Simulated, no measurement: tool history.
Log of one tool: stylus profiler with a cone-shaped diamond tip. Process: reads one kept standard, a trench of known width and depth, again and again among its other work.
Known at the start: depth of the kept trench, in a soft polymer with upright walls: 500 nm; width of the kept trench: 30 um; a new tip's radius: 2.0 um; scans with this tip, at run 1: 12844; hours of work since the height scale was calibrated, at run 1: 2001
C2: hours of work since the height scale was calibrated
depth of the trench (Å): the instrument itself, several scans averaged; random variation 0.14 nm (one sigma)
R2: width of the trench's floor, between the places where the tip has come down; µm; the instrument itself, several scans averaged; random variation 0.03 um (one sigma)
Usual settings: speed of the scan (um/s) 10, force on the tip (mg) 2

{"run": 1, "hour": 0.0, "speed of the scan (um/s)": 10, "force on the tip (mg)": 2, "scans with this tip": 12844, "C2": 2001, "depth of the trench (Å)": 5043.7, "R2": 25.91}
{"run": 2, "hour": 53.1, "speed of the scan (um/s)": 10, "force on the tip (mg)": 2, "scans with this tip": 13052, "C2": 2034, "depth of the trench (Å)": 5040.8, "R2": 25.92}
{"run": 3, "hour": 91.2, "speed of the scan (um/s)": 10, "force on the tip (mg)": 1.58, "scans with this tip": 13202, "C2": 2057, "depth of the trench (Å)": 5033.9, "R2": 25.87}
{"run": 4, "hour": 138.7, "speed of the scan (um/s)": 10, "force on the tip (mg)": 1.58, "scans with this tip": 13388, "C2": 2086, "depth of the trench (Å)": 5030.4, "R2": 25.86}
{"hour": 160.8, "done": "height scale calibrated on a step standard"}
{"run": 5, "hour": 193.2, "speed of the scan (um/s)": 10, "force on the tip (mg)": 1.58, "scans with this tip": 13601, "C2": 20, "depth of the trench (Å)": 5050.6, "R2": 25.88}
{"run": 6, "hour": 243.9, "speed of the scan (um/s)": 10, "force on the tip (mg)": 1.58, "scans with this tip": 13800, "C2": 51, "depth of the trench (Å)": 5051.2, "R2": 25.81}
{"run": 7, "hour": 285.0, "speed of the scan (um/s)": 10, "force on the tip (mg)": 1.58, "scans with this tip": 13961, "C2": 76, "depth of the trench (Å)": 5054, "R2": 25.79}
{"run": 8, "hour": 332.5, "speed of the scan (um/s)": 10, "force on the tip (mg)": 2, "scans with this tip": 14148, "C2": 105, "depth of the trench (Å)": 5059.9, "R2": 25.83}
{"run": 9, "hour": 382.6, "speed of the scan (um/s)": 2, "force on the tip (mg)": 2, "scans with this tip": 14345, "C2": 136, "depth of the trench (Å)": 5060.9, "R2": 25.8}
{"run": 10, "hour": 460.5, "speed of the scan (um/s)": 2, "force on the tip (mg)": 2, "scans with this tip": 14651, "C2": 183, "depth of the trench (Å)": 5059, "R2": 25.81}
{"run": 11, "hour": 503.1, "speed of the scan (um/s)": 2, "force on the tip (mg)": 2, "scans with this tip": 14818, "C2": 210, "depth of the trench (Å)": 5057.9, "R2": 25.79}
{"run": 12, "hour": 584.6, "speed of the scan (um/s)": 2, "force on the tip (mg)": 2, "scans with this tip": 15138, "C2": 259, "depth of the trench (Å)": 5059.2, "R2": 25.75}
{"run": 13, "hour": 648.3, "speed of the scan (um/s)": 11, "force on the tip (mg)": 2, "scans with this tip": 15388, "C2": 298, "depth of the trench (Å)": 5059.4, "R2": 25.72}
{"run": 14, "hour": 694.1, "speed of the scan (um/s)": 11, "force on the tip (mg)": 2, "scans with this tip": 15568, "C2": 326, "depth of the trench (Å)": 5057.5, "R2": 25.69}
{"run": 15, "hour": 778.2, "speed of the scan (um/s)": 11, "force on the tip (mg)": 2, "scans with this tip": 15898, "C2": 378, "depth of the trench (Å)": 5057.4, "R2": 25.68}
{"run": 16, "hour": 816.3, "speed of the scan (um/s)": 10, "force on the tip (mg)": 5.58, "scans with this tip": 16048, "C2": 401, "depth of the trench (Å)": 5118.9, "R2": 25.63}
{"run": 17, "hour": 892.3, "speed of the scan (um/s)": 10, "force on the tip (mg)": 5.58, "scans with this tip": 16346, "C2": 448, "depth of the trench (Å)": 5111.7, "R2": 25.68}
{"run": 18, "hour": 966.7, "speed of the scan (um/s)": 7, "force on the tip (mg)": 3.56, "scans with this tip": 16639, "C2": 493, "depth of the trench (Å)": 5085.8, "R2": 25.62}
{"run": 19, "hour": 1031.8, "speed of the scan (um/s)": 16, "force on the tip (mg)": 2.18, "scans with this tip": 16894, "C2": 533, "depth of the trench (Å)": 5058.4, "R2": 25.61}
{"run": 20, "hour": 1097.3, "speed of the scan (um/s)": 33, "force on the tip (mg)": 2.18, "scans with this tip": 17152, "C2": 573, "depth of the trench (Å)": 5060.8, "R2": 25.49}
{"run": 21, "hour": 1159.9, "speed of the scan (um/s)": 16, "force on the tip (mg)": 4.18, "scans with this tip": 17397, "C2": 611, "depth of the trench (Å)": 5094.2, "R2": 25.57}
{"run": 22, "hour": 1231.9, "speed of the scan (um/s)": 16, "force on the tip (mg)": 4.18, "scans with this tip": 17680, "C2": 656, "depth of the trench (Å)": 5096, "R2": 25.51}
{"run": 23, "hour": 1267.1, "speed of the scan (um/s)": 13, "force on the tip (mg)": 3.51, "scans with this tip": 17818, "C2": 677, "depth of the trench (Å)": 5082.3, "R2": 25.5}
{"run": 24, "hour": 1310.9, "speed of the scan (um/s)": 13, "force on the tip (mg)": 3.51, "scans with this tip": 17990, "C2": 704, "depth of the trench (Å)": 5081.4, "R2": 25.55}
{"run": 25, "hour": 1394.7, "speed of the scan (um/s)": 3, "force on the tip (mg)": 0.81, "scans with this tip": 18320, "C2": 755, "depth of the trench (Å)": 5024.5, "R2": 25.54}
{"run": 26, "hour": 1460.9, "speed of the scan (um/s)": 27, "force on the tip (mg)": 1.1, "scans with this tip": 18580, "C2": 796, "depth of the trench (Å)": 5035, "R2": 25.32}
{"run": 27, "hour": 1515.2, "speed of the scan (um/s)": 7, "force on the tip (mg)": 1.34, "scans with this tip": 18793, "C2": 829, "depth of the trench (Å)": 5039.2, "R2": 25.37}
{"run": 28, "hour": 1598.3, "speed of the scan (um/s)": 39, "force on the tip (mg)": 0.94, "scans with this tip": 19119, "C2": 880, "depth of the trench (Å)": 5029.8, "R2": 25.2}
{"run": 29, "hour": 1657.0, "speed of the scan (um/s)": 39, "force on the tip (mg)": 0.94, "scans with this tip": 19350, "C2": 916, "depth of the trench (Å)": 5029.8, "R2": 25.2}
{"run": 30, "hour": 1697.8, "speed of the scan (um/s)": 39, "force on the tip (mg)": 0.94, "scans with this tip": 19510, "C2": 941, "depth of the trench (Å)": 5030.8, "R2": 25.16}
{"run": 31, "hour": 1769.0, "speed of the scan (um/s)": 6, "force on the tip (mg)": 1.34, "scans with this tip": 19789, "C2": 984, "depth of the trench (Å)": 5036.9, "R2": 25.36}
{"run": 32, "hour": 1826.1, "speed of the scan (um/s)": 7, "force on the tip (mg)": 1.28, "scans with this tip": 20014, "C2": 1019, "depth of the trench (Å)": 5036.5, "R2": 25.33}

Forecast each of these 4 alternatives for the next run:
{"run": "A", "hour": 1899.9, "speed of the scan (um/s)": 7, "force on the tip (mg)": 4.54, "scans with this tip": 20304, "C2": 1064, "depth of the trench (Å)": "?", "R2": "?"}
{"run": "B", "hour": 1899.9, "speed of the scan (um/s)": 3, "force on the tip (mg)": 4.61, "scans with this tip": 20304, "C2": 1064, "depth of the trench (Å)": "?", "R2": "?"}
{"run": "C", "hour": 1899.9, "speed of the scan (um/s)": 13, "force on the tip (mg)": 0.67, "scans with this tip": 20304, "C2": 1064, "depth of the trench (Å)": "?", "R2": "?"}
{"run": "D", "hour": 1899.9, "speed of the scan (um/s)": 3, "force on the tip (mg)": 0.74, "scans with this tip": 20304, "C2": 1064, "depth of the trench (Å)": "?", "R2": "?"}

run=A depth_of_the_trench_(Å)=5094.2 R2=25.36
run=B depth_of_the_trench_(Å)=5094.6 R2=25.36
run=C depth_of_the_trench_(Å)=5019.5 R2=25.24
run=D depth_of_the_trench_(Å)=5022.7 R2=25.33
Without the tool's hidden state the same runs would have given:
run=A depth_of_the_trench_(Å)=5102.9 R2=27.35
run=B depth_of_the_trench_(Å)=5103.3 R2=27.35
run=C depth_of_the_trench_(Å)=5028.1 R2=27.23
run=D depth_of_the_trench_(Å)=5031.3 R2=27.32
